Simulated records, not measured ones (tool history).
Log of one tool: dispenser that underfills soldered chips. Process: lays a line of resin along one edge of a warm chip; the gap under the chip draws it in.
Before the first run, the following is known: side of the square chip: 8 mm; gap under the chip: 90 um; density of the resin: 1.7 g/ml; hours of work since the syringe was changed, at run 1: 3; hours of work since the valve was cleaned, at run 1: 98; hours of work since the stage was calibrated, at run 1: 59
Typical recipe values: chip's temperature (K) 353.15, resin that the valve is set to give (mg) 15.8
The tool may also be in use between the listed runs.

run    day  chip's temperature (K)  resin that the valve is set to give (mg)  hours of work since the syringe was changed  hours of work since the valve was cleaned  hours of work since the stage was calibrated  time until the resin shows at the far edge (s)  resin that the valve gave (mg)
  1      0                  353.15                                      15.8                                            3                                         98                                            59                                            68.6                           14.68
     0.162  -- new syringe of resin
  2  0.167                  353.15                                      15.8                                            0                                        101                                            62                                            59.9                            14.6
  3   0.45                  350.15                                      15.8                                            5                                        106                                            67                                            81.6                           14.53
     0.512  -- new syringe of resin
     0.783  -- dispensing valve cleaned and set on the balance
  4  0.858                  350.15                                      15.8                                            5                                          1                                            73                                            80.9                           15.66
     0.904  -- new syringe of resin
  5  1.217                  350.15                                      15.8                                            6                                          7                                            80                                            82.5                           15.74
     1.262  -- new syringe of resin
  6  1.521                  353.15                                      17.6                                            5                                         13                                            85                                            69.1                           17.33
     1.617  -- new syringe of resin
  7    1.8                  353.15                                      17.6                                            3                                         17                                            89                                            66.6                           17.36
      1.95  -- new syringe of resin
  8  2.029                  353.15                                      17.6                                            1                                         21                                            93                                            61.6                           17.45
     2.283  -- new syringe of resin
  9  2.379                  353.15                                      15.8                                            2                                         27                                            99                                            61.8                           15.43
     2.612  -- new syringe of resin
 10  2.667                  353.15                                      15.8                                            1                                         32                                           104                                            61.9                           15.44
     2.958  -- new syringe of resin
 11  3.042                  355.15                                      15.8                                            1                                         38                                           111                                            57.9                           15.35
       3.3  -- new syringe of resin
 12  3.312                  353.15                                      15.8                                            0                                         43                                           115                                            56.9                           15.45
 13  3.554                  359.15                                      16.2                                            4                                         47                                           119                                              54                           15.78
      3.65  -- new syringe of resin
 14  3.746                  351.15                                      15.7                                            2                                         50                                           122                                            66.6                            15.1
     3.983  -- new syringe of resin
 15  4.029                  342.15                                      15.7                                            1                                         55                                           127                                              93                           14.98
     4.317  -- new syringe of resin
 16  4.362                  342.15                                      15.7                                            1                                         61                                           133                                            92.2                           15.07
     4.671  -- new syringe of resin
 17  4.671                  362.15                                      19.1                                            0                                         66                                           138                                            39.7                           18.21
 18  4.833                  362.15                                      14.4                                            3                                         69                                           141                                              46                           13.56
     5.012  -- new syringe of resin
 19  5.071                  353.15                                      15.4                                            1                                         73                                           145                                            59.5                           14.54
     5.354  -- new syringe of resin
 20  5.408                  353.15                                      17.9                                            1                                         79                                           151                                            60.2                           16.89
     5.692  -- new syringe of resin
 21  5.708                  353.15                                      17.9                                            0                                         84                                           156                                            57.8                           16.83
     6.038  -- new syringe of resin
 22  6.071                  362.15                                      17.9                                            1                                         90                                           162                                            40.9                           16.65
 23  6.279                  353.15                                      15.8                                            4                                         94                                           166                                              68                           14.65

Some steps in time until the resin shows at the far edge (s) between neighbouring runs. How much of each would the tool show without its hidden state too (settings, what came in, random variation), and how much is left for the hidden state, with any gauge scatter that isn't in both results?
What the log doesn't record here: resin's viscosity, % of fresh resin's; dose that the valve gives, % of what is set; true chip temperature over the reading, C; drift of the gauge itself on fill_s, %; drift of the gauge itself on given_mg, %.
Run 2 -> 3: chip's temperature (K) 353.15 -> 350.15. time until the resin shows at the far edge (s) +21.7: hidden state +14.9, all else +6.8.
Run 16 -> 17: chip's temperature (K) 342.15 -> 362.15, resin that the valve is set to give (mg) 15.7 -> 19.1, new syringe of resin. time until the resin shows at the far edge (s) -52.5: hidden state -0.5, all else -52.
Run 22 -> 23: chip's temperature (K) 362.15 -> 353.15, resin that the valve is set to give (mg) 17.9 -> 15.8. time until the resin shows at the far edge (s) +27.1: hidden state +9.4, all else +17.7.

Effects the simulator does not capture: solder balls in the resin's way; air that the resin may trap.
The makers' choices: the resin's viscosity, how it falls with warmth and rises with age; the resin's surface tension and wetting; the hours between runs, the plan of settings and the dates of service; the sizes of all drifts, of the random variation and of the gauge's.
